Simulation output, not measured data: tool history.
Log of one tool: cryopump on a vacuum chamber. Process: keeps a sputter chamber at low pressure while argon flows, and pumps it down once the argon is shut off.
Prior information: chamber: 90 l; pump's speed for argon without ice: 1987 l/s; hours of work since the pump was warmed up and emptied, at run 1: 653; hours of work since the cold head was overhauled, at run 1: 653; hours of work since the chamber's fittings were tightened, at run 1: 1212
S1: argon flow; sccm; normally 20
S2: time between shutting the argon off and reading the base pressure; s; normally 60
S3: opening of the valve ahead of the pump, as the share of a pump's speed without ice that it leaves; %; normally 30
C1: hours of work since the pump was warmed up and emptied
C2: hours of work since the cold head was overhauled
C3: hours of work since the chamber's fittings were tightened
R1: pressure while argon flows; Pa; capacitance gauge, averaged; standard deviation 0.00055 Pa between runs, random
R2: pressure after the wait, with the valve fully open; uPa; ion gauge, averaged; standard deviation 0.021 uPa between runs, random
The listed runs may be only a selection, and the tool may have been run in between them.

| run | day | S1 | S2 | S3 | C1 | C2 | C3 | R1 | R2 |
|---|---|---|---|---|---|---|---|---|---|
| 1 | 0 | 20 | 60 | 30 | 653 | 653 | 1212 | 0.0596 | 1.34 |
| 2 | 2.408 | 20 | 60 | 30 | 691 | 691 | 1250 | 0.0609 | 1.34 |
| 3 | 4.704 | 20 | 60 | 30 | 727 | 727 | 1286 | 0.0603 | 1.38 |
| 4 | 6.692 | 20 | 60 | 24 | 757 | 757 | 1316 | 0.0749 | 1.39 |
| 5 | 7.696 | 20 | 60 | 24 | 773 | 773 | 1332 | 0.0752 | 1.46 |
| 6 | 9.375 | 21 | 60 | 30 | 799 | 799 | 1358 | 0.0638 | 1.53 |
| 7 | 10.529 | 21 | 60 | 30 | 817 | 817 | 1376 | 0.0648 | 1.49 |
| 8 | 12.046 | 21 | 60 | 30 | 841 | 841 | 1400 | 0.0639 | 1.48 |
| 9 | 13.417 | 21 | 60 | 30 | 862 | 862 | 1421 | 0.0647 | 1.49 |
| 10 | 15.458 | 21 | 21 | 30 | 894 | 894 | 1453 | 0.0633 | 2.19 |
| 11 | 17.817 | 12 | 60 | 30 | 931 | 931 | 1490 | 0.0373 | 1.57 |
| 12 | 19.983 | 20 | 60 | 30 | 964 | 964 | 1523 | 0.0626 | 1.64 |
| 13 | 21.304 | 11 | 94 | 18 | 985 | 985 | 1544 | 0.0547 | 1.53 |
|  | 23.108 | pump warmed up, emptied and cooled again |
| 14 | 23.804 | 11 | 53 | 18 | 11 | 1021 | 1580 | 0.053 | 1.42 |
| 15 | 25.012 | 11 | 53 | 18 | 30 | 1039 | 1598 | 0.0518 | 1.43 |
| 16 | 26.196 | 39 | 22 | 31 | 48 | 1058 | 1617 | 0.108 | 1.99 |
| 17 | 27.221 | 18 | 99 | 31 | 64 | 1074 | 1633 | 0.0507 | 1.26 |
| 18 | 28.533 | 39 | 97 | 47 | 84 | 1094 | 1653 | 0.0731 | 1.28 |
| 19 | 30.696 | 39 | 97 | 47 | 118 | 1128 | 1687 | 0.0729 | 1.31 |
| 20 | 31.917 | 8 | 130 | 55 | 137 | 1147 | 1706 | 0.0126 | 1.3 |
| 21 | 33.254 | 8 | 130 | 55 | 158 | 1168 | 1727 | 0.0123 | 1.27 |
| 22 | 35.425 | 12 | 60 | 38 | 192 | 1202 | 1761 | 0.028 | 1.52 |
| 23 | 37.392 | 12 | 60 | 38 | 222 | 1232 | 1791 | 0.0276 | 1.55 |

Take each entry between the runs: how does the hidden state at the last listed run before it differ from the hidden state at the first listed run after it?
Run 13 -> run 14: pump warmed up, emptied and cooled again (day 23.108)
  pump's speed, % of a pump's without ice: 76.7 -> 99.2; cold plate's temperature, K: 12.6 -> 12.62; leak into the chamber, uPa l/s: 1951 -> 1984
  measured value less the no-hidden-state value, R1: +0.003 -> +0.0002 Pa; R2: +1.14 -> +0.88 uPa
